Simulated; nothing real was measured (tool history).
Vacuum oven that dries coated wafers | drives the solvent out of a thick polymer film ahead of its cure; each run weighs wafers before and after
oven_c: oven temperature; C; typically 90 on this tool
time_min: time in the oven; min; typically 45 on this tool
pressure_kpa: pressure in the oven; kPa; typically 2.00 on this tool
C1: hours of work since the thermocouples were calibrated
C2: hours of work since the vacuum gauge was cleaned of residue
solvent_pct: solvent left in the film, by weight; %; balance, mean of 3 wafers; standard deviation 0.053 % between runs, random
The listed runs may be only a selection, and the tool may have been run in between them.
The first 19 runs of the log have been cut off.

{"run": 20, "hour": 781.5, "oven_c": 90, "time_min": 55, "pressure_kpa": 2.0, "C1": 524, "C2": 1692, "solvent_pct": 1.23}
{"run": 21, "hour": 818.0, "oven_c": 90, "time_min": 45, "pressure_kpa": 2.0, "C1": 552, "C2": 1720, "solvent_pct": 1.8}
{"run": 22, "hour": 871.9, "oven_c": 90, "time_min": 45, "pressure_kpa": 2.0, "C1": 593, "C2": 1761, "solvent_pct": 1.69}
{"run": 23, "hour": 916.9, "oven_c": 90, "time_min": 45, "pressure_kpa": 2.0, "C1": 627, "C2": 1795, "solvent_pct": 1.73}
{"run": 24, "hour": 940.0, "oven_c": 90, "time_min": 45, "pressure_kpa": 2.0, "C1": 644, "C2": 1812, "solvent_pct": 1.65}
{"run": 25, "hour": 973.5, "oven_c": 82, "time_min": 45, "pressure_kpa": 2.0, "C1": 670, "C2": 1838, "solvent_pct": 3.34}
{"run": 26, "hour": 1025.5, "oven_c": 92, "time_min": 45, "pressure_kpa": 2.76, "C1": 709, "C2": 1877, "solvent_pct": 1.61}
{"run": 27, "hour": 1076.7, "oven_c": 90, "time_min": 45, "pressure_kpa": 1.5, "C1": 748, "C2": 1916, "solvent_pct": 1.71}

The next listed run, before its measurement:
{"run": 28, "hour": 1125.6, "oven_c": 90, "time_min": 51, "pressure_kpa": 1.5, "C1": 785, "C2": 1953, "solvent_pct": "?"}

solvent_pct: 1.22 %
Were there no unlogged condition in the tool, this run, its random variation unchanged, would have produced solvent_pct 1.18 %.
